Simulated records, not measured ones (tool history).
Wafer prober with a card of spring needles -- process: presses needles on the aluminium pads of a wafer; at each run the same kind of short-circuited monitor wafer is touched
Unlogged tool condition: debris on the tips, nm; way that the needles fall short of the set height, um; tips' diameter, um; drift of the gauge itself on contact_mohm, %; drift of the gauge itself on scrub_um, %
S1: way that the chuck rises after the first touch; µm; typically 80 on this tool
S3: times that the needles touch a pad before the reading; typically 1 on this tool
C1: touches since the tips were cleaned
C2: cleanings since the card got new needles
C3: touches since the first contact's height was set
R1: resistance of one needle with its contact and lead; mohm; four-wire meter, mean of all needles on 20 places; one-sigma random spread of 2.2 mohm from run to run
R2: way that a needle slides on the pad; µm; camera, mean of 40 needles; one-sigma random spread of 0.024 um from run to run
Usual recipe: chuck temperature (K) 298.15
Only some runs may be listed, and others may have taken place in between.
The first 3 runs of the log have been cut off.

{"hour": 15.9, "done": "tips cleaned on abrasive film"}
{"run": 4, "hour": 23.7, "S1": 67, "chuck temperature (K)": 298.15, "S3": 1, "C1": 2727, "C2": 20, "C3": 59735, "R1": 277, "R2": 10.22}
{"run": 5, "hour": 32.5, "S1": 80, "chuck temperature (K)": 298.15, "S3": 1, "C1": 5817, "C2": 20, "C3": 62825, "R1": 272, "R2": 12.23}
{"hour": 34.6, "done": "tips cleaned on abrasive film"}
{"run": 6, "hour": 42.2, "S1": 80, "chuck temperature (K)": 298.15, "S3": 1, "C1": 2666, "C2": 21, "C3": 66170, "R1": 265, "R2": 12.2}
{"run": 7, "hour": 50.3, "S1": 80, "chuck temperature (K)": 298.15, "S3": 1, "C1": 5513, "C2": 21, "C3": 69017, "R1": 269, "R2": 12.25}
{"hour": 52.8, "done": "tips cleaned on abrasive film"}
{"run": 8, "hour": 56.1, "S1": 80, "chuck temperature (K)": 298.15, "S3": 1, "C1": 1162, "C2": 22, "C3": 71018, "R1": 252, "R2": 12.17}
{"run": 9, "hour": 64.0, "S1": 80, "chuck temperature (K)": 298.15, "S3": 1, "C1": 3955, "C2": 22, "C3": 73811, "R1": 270, "R2": 12.18}
{"run": 10, "hour": 68.8, "S1": 80, "chuck temperature (K)": 341.15, "S3": 1, "C1": 5626, "C2": 22, "C3": 75482, "R1": 278, "R2": 12.2}
{"hour": 71.2, "done": "tips cleaned on abrasive film"}
{"run": 11, "hour": 78.0, "S1": 80, "chuck temperature (K)": 341.15, "S3": 1, "C1": 2401, "C2": 23, "C3": 78687, "R1": 273, "R2": 12.14}
{"run": 12, "hour": 85.9, "S1": 80, "chuck temperature (K)": 341.15, "S3": 1, "C1": 5144, "C2": 23, "C3": 81430, "R1": 284, "R2": 12.18}
{"hour": 89.8, "done": "tips cleaned on abrasive film"}
{"run": 13, "hour": 92.8, "S1": 80, "chuck temperature (K)": 341.15, "S3": 1, "C1": 1042, "C2": 24, "C3": 83810, "R1": 268, "R2": 12.16}
{"run": 14, "hour": 98.9, "S1": 80, "chuck temperature (K)": 341.15, "S3": 1, "C1": 3182, "C2": 24, "C3": 85950, "R1": 278, "R2": 12.16}
{"run": 15, "hour": 103.9, "S1": 80, "chuck temperature (K)": 341.15, "S3": 1, "C1": 4941, "C2": 24, "C3": 87709, "R1": 278, "R2": 12.11}
{"hour": 104.8, "done": "height of the first contact set anew"}
{"hour": 108.4, "done": "tips cleaned on abrasive film"}
{"run": 16, "hour": 112.1, "S1": 80, "chuck temperature (K)": 341.15, "S3": 1, "C1": 1307, "C2": 25, "C3": 2523, "R1": 266, "R2": 12.13}
{"run": 17, "hour": 118.0, "S1": 80, "chuck temperature (K)": 341.15, "S3": 1, "C1": 3362, "C2": 25, "C3": 4578, "R1": 272, "R2": 12.12}
{"hour": 126.6, "done": "tips cleaned on abrasive film"}
{"run": 18, "hour": 126.6, "S1": 80, "chuck temperature (K)": 341.15, "S3": 1, "C1": 0, "C2": 26, "C3": 7558, "R1": 253, "R2": 12.01}
{"run": 19, "hour": 132.3, "S1": 80, "chuck temperature (K)": 338.15, "S3": 1, "C1": 1999, "C2": 26, "C3": 9557, "R1": 267, "R2": 12.09}
{"run": 20, "hour": 143.2, "S1": 80, "chuck temperature (K)": 304.15, "S3": 1, "C1": 5820, "C2": 26, "C3": 13378, "R1": 275, "R2": 12.08}
{"hour": 144.0, "done": "height of the first contact set anew, once more"}
{"hour": 145.6, "done": "tips cleaned on abrasive film"}
{"run": 21, "hour": 148.1, "S1": 61, "chuck temperature (K)": 302.15, "S3": 1, "C1": 905, "C2": 27, "C3": 1406, "R1": 264, "R2": 9.4}

Predict the results of run 22:
{"run": 22, "hour": 153.9, "S1": 89, "chuck temperature (K)": 379.15, "S3": 1, "C1": 2936, "C2": 27, "C3": 3437, "R1": "?", "R2": "?"}

{"run 22": {"R1": 278, "R2": 13.71}}
Minus the tool's unlogged condition, the same run would have read R1 261 mohm, R2 13.73 µm.
